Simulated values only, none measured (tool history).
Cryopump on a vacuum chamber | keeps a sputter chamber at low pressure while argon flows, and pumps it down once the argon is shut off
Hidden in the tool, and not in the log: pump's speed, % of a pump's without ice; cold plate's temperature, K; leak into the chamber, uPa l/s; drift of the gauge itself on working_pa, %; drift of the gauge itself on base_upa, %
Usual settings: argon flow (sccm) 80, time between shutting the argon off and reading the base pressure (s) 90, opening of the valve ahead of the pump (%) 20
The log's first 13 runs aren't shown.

| run | hour | argon flow (sccm) | time between shutting the argon off and reading the base pressure (s) | opening of the valve ahead of the pump (%) | hours of work since the pump was warmed up and emptied | hours of work since the cold head was overhauled | hours of work since the chamber's fittings were tightened | pressure while argon flows (Pa) | pressure after the wait (uPa) |
|---|---|---|---|---|---|---|---|---|---|
| 14 | 299.8 | 80 | 90 | 20 | 327 | 327 | 1432 | 0.7179 | 4.01 |
| 15 | 324 | 80 | 90 | 20 | 342 | 342 | 1446 | 0.7146 | 4.11 |
| 16 | 355.6 | 80 | 128 | 20 | 361 | 361 | 1465 | 0.7223 | 4.07 |
| 17 | 392.2 | 80 | 90 | 20 | 383 | 383 | 1487 | 0.7257 | 4.33 |
| 18 | 411.1 | 80 | 90 | 60 | 394 | 394 | 1499 | 0.2576 | 4.37 |
| 19 | 447.4 | 80 | 90 | 27 | 416 | 416 | 1520 | 0.5431 | 4.52 |
| 20 | 475.6 | 87 | 45 | 20 | 433 | 433 | 1537 | 0.7922 | 5.35 |
| 21 | 513.3 | 87 | 45 | 20 | 456 | 456 | 1560 | 0.7887 | 5.44 |
| 22 | 543.3 | 76 | 59 | 39 | 474 | 474 | 1578 | 0.3708 | 5 |
| 23 | 566.1 | 80 | 99 | 25 | 487 | 487 | 1592 | 0.5928 | 4.5 |
| 24 | 593.4 | 80 | 99 | 25 | 504 | 504 | 1608 | 0.5904 | 4.66 |
| 25 | 630.3 | 92 | 99 | 41 | 526 | 526 | 1630 | 0.4304 | 4.84 |
| 26 | 649.8 | 73 | 51 | 23 | 538 | 538 | 1642 | 0.585 | 5.44 |
| 27 | 674.8 | 132 | 51 | 23 | 553 | 553 | 1657 | 1.0578 | 5.48 |

Forecast run 28:
| 28 | 690.5 | 114 | 90 | 25 | 562 | 562 | 1666 | ? | ? |

{"run 28": {"pressure while argon flows (Pa)": 0.847, "pressure after the wait (uPa)": 4.96}}
Without the tool's hidden state the same run would have given pressure while argon flows (Pa) 0.7934, pressure after the wait (uPa) 0.94.

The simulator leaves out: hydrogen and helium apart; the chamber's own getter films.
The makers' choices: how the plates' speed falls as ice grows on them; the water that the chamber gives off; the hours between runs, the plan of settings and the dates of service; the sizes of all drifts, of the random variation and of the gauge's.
